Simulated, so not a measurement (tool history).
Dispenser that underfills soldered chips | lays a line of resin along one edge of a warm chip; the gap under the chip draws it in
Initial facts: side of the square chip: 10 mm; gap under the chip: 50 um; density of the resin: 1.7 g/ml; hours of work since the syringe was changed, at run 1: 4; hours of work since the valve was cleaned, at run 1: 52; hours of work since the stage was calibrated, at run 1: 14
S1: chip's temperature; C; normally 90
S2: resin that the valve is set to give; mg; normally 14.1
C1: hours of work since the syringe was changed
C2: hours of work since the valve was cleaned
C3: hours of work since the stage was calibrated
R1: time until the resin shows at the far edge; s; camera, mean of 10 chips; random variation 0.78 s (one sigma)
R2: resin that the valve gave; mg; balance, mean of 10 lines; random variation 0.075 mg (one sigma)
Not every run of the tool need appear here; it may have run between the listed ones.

run    day   S1    S2  C1   C2   C3     R1     R2
  1      0   90  14.1   4   52   14   87.6  13.49
     0.192  -- new syringe of resin
  2    0.2   90  14.1   0   55   18   72.6  13.46
  3  0.479   90  14.5   5   60   23   99.4  13.94
     0.592  -- new syringe of resin
  4  0.646   99  14.5   1   63   26     49  13.67
  5  0.883  101  14.1   5   67   30     59  13.38
     0.996  -- new syringe of resin
  6  1.029   90  14.1   1   70   32   75.1  13.37
  7  1.338   90  14.1   6   75   38    105   13.2
     1.396  -- new syringe of resin
  8  1.567   90  16.1   3   79   42   85.8  15.09
  9  1.725   83  16.1   6   82   45  149.2  15.09
     1.804  -- new syringe of resin
 10  1.933   90  17.1   2   85   48   81.9  15.98
 11  2.179   90  17.1   7   90   52  108.1  15.95
     2.217  -- new syringe of resin
 12  2.358   90  14.1   3   93   55   81.9  13.09
 13    2.5   90  12.2   5   95   58  100.8  11.47
     2.621  -- new syringe of resin
 14  2.712   90  12.2   2   99   62   82.5  11.11
 15  2.892   90  12.2   5  102   65  100.4  11.29
     3.017  -- new syringe of resin
 16  3.142   90  14.1   2  106   69   83.8   12.9
 17  3.275   90  14.1   5  109   71   94.2  12.87
     3.417  -- new syringe of resin
 18  3.438   90  14.1   0  111   74   73.6  12.78
     3.562  -- dispensing valve cleaned and set on the balance
 19  3.733   81  17.4   5    3   79  148.1  17.27
     3.858  -- new syringe of resin
 20  4.012   84  13.8   3    8   83  112.8  13.67
 21  4.188   78  15.2   6   11   87  184.4  15.18
     4.279  -- new syringe of resin
 22  4.483   78  15.2   4   16   92  153.8  15.02
     4.692  -- new syringe of resin
 23  4.742   90  16.4   1   20   96   73.2   16.2
 24  4.942   92  13.6   4   24  100   85.5  13.25
     5.083  -- new syringe of resin
 25  5.179   86  14.1   2   28  104   91.7  13.81
 26  5.333   90  13.8   4   31  107   90.2  13.45
     5.475  -- new syringe of resin
 27  5.654   90  13.8   3   36  112   85.1  13.32
     5.888  -- new syringe of resin
 28  5.921   94  12.3   1   41  117   60.3  11.92
 29    6.2   94  12.3   6   46  122   84.5  11.82
     6.296  -- new syringe of resin
 30  6.508   83  12.5   4   51  127  126.2  11.93
     6.708  -- new syringe of resin
 31  6.762   83  13.3   1   56  131  101.6  12.53
 32  6.979   83  13.3   5   60  135  130.4  12.55
     7.125  -- new syringe of resin
 33  7.158  101  14.1   1   63  138   42.4  13.42
 34  7.396  100  16.8   5   67  143   58.1  15.87
     7.521  -- new syringe of resin
 35  7.625  100  16.8   2   71  146   47.8  15.66

3 options for the next run, each taken on its own from the tool as it stands now. Forecast them:
  A  7.875   96  12.8   6  75  151   ?   ?
  B  7.875  100  12.7   6  75  151   ?   ?
  C  7.875  104    14   6  75  151   ?   ?

run    R1     R2
  A  79.2  11.98
  B  67.1  11.86
  C    55  13.07
With no hidden state in the tool, these same runs would have given:
run    R1     R2
  A  53.6   12.8
  B  45.5  12.67
  C  37.3  13.97
